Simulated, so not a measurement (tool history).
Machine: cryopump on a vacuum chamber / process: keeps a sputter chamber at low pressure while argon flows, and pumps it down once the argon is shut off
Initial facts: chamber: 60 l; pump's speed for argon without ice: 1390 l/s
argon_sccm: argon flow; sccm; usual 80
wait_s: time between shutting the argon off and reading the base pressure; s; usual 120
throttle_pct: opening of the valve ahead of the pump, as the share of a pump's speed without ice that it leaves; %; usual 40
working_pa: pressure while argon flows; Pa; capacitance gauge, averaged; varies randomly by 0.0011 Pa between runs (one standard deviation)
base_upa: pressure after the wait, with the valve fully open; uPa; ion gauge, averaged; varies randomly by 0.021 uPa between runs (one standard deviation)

| run | hour | argon_sccm | wait_s | throttle_pct | working_pa | base_upa |
|---|---|---|---|---|---|---|
| 1 | 0 | 80 | 120 | 40 | 0.2493 | 0.6 |
| 2 | 12.5 | 80 | 120 | 40 | 0.2484 | 0.62 |
| 3 | 23.8 | 80 | 120 | 40 | 0.2502 | 0.59 |
| 4 | 42.9 | 97 | 120 | 40 | 0.3039 | 0.59 |
| 5 | 66.8 | 80 | 120 | 40 | 0.2492 | 0.58 |
| 6 | 79.9 | 80 | 120 | 40 | 0.2503 | 0.65 |
| 7 | 96.9 | 80 | 120 | 57 | 0.1777 | 0.62 |
| 8 | 110.2 | 80 | 120 | 40 | 0.2516 | 0.67 |
| 9 | 130.3 | 80 | 120 | 40 | 0.2524 | 0.64 |
| 10 | 155.3 | 80 | 120 | 40 | 0.2526 | 0.67 |
| 11 | 168 | 80 | 282 | 25 | 0.4007 | 0.56 |
| 12 | 182.6 | 157 | 141 | 16 | 1.2231 | 0.71 |
| 13 | 197.5 | 157 | 141 | 16 | 1.2124 | 0.69 |
| 14 | 221.3 | 157 | 141 | 16 | 1.2182 | 0.68 |
| 15 | 245.8 | 157 | 141 | 16 | 1.2096 | 0.72 |
| 16 | 266 | 157 | 141 | 16 | 1.2253 | 0.69 |
| 17 | 289.3 | 157 | 141 | 16 | 1.2249 | 0.77 |
| 18 | 310.8 | 41 | 144 | 57 | 0.0972 | 0.72 |
| 19 | 329.8 | 80 | 271 | 41 | 0.2545 | 0.68 |
| 20 | 346.4 | 80 | 172 | 41 | 0.2536 | 0.71 |

Branching from run 20: 3 alternative next runs. What would each branch give?
| A | 361 | 34 | 120 | 40 | ? | ? |
| B | 361 | 52 | 159 | 19 | ? | ? |
| C | 361 | 45 | 23 | 24 | ? | ? |

| run | working_pa | base_upa |
|---|---|---|
| A | 0.1093 | 0.81 |
| B | 0.3452 | 0.75 |
| C | 0.2371 | 1.81 |
With no hidden state in the tool, these same runs would have given:
| run | working_pa | base_upa |
|---|---|---|
| A | 0.1019 | 0.43 |
| B | 0.3337 | 0.37 |
| C | 0.2272 | 1.43 |
